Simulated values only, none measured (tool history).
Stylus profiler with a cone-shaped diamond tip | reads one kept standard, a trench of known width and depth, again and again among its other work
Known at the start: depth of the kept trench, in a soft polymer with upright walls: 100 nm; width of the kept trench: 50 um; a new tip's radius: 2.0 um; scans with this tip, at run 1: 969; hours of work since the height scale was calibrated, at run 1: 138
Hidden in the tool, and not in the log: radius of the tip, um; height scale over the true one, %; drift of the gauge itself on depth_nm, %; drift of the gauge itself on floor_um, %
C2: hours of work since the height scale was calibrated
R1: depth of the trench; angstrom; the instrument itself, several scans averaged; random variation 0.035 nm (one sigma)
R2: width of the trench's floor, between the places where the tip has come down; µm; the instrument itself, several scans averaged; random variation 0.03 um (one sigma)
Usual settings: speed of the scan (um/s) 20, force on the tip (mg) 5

Run 1, day 0: usual settings; scans with this tip 969; C2 138. Result: R1 1012.9 angstrom, R2 48.64 µm.
Run 2, day 0.888: usual settings; scans with this tip 1037; C2 147. Result: R1 1012.9 angstrom, R2 48.63 µm.
Run 3, day 1.483: usual settings; scans with this tip 1084; C2 154. Result: R1 1012.7 angstrom, R2 48.65 µm.
Run 4, day 2.575: usual settings; scans with this tip 1167; C2 166. Result: R1 1012.4 angstrom, R2 48.71 µm.
Run 5, day 3.588: usual settings but speed of the scan (um/s) 7; scans with this tip 1246; C2 177. Result: R1 1012.5 angstrom, R2 48.69 µm.
Run 6, day 4.225: usual settings but speed of the scan (um/s) 7; scans with this tip 1295; C2 184. Result: R1 1011.8 angstrom, R2 48.68 µm.
Run 7, day 4.95: usual settings but speed of the scan (um/s) 7; scans with this tip 1351; C2 192. Result: R1 1012.2 angstrom, R2 48.76 µm.
Run 8, day 5.721: usual settings but speed of the scan (um/s) 7; scans with this tip 1410; C2 200. Result: R1 1012 angstrom, R2 48.75 µm.
Run 9, day 6.575: usual settings but speed of the scan (um/s) 32, force on the tip (mg) 6.8; scans with this tip 1476; C2 209. Result: R1 1015.1 angstrom, R2 48.68 µm.
Run 10, day 7.233: usual settings but speed of the scan (um/s) 32, force on the tip (mg) 6.8; scans with this tip 1527; C2 217. Result: R1 1015.1 angstrom, R2 48.66 µm.
Run 11, day 8.175: usual settings but speed of the scan (um/s) 61, force on the tip (mg) 3.6; scans with this tip 1599; C2 227. Result: R1 1009.7 angstrom, R2 48.43 µm.

3 ways to go on from here, each from the tool as it stands after run 11. What would each give?
Run A, day 9.317: usual settings but speed of the scan (um/s) 41, force on the tip (mg) 2; scans with this tip 1687; C2 239. Result: R1 ?, R2 ?.
Run B, day 9.317: usual settings but speed of the scan (um/s) 42, force on the tip (mg) 3.52; scans with this tip 1687; C2 239. Result: R1 ?, R2 ?.
Run C, day 9.317: usual settings but speed of the scan (um/s) 63, force on the tip (mg) 2.4; scans with this tip 1687; C2 239. Result: R1 ?, R2 ?.

run      R1     R2
  A  1006.4  48.45
  B  1009.3  48.49
  C  1007.8  48.37
Without the tool's hidden state the same runs would have given:
run      R1     R2
  A  1006.5  48.46
  B  1009.3   48.5
  C  1007.8  48.37
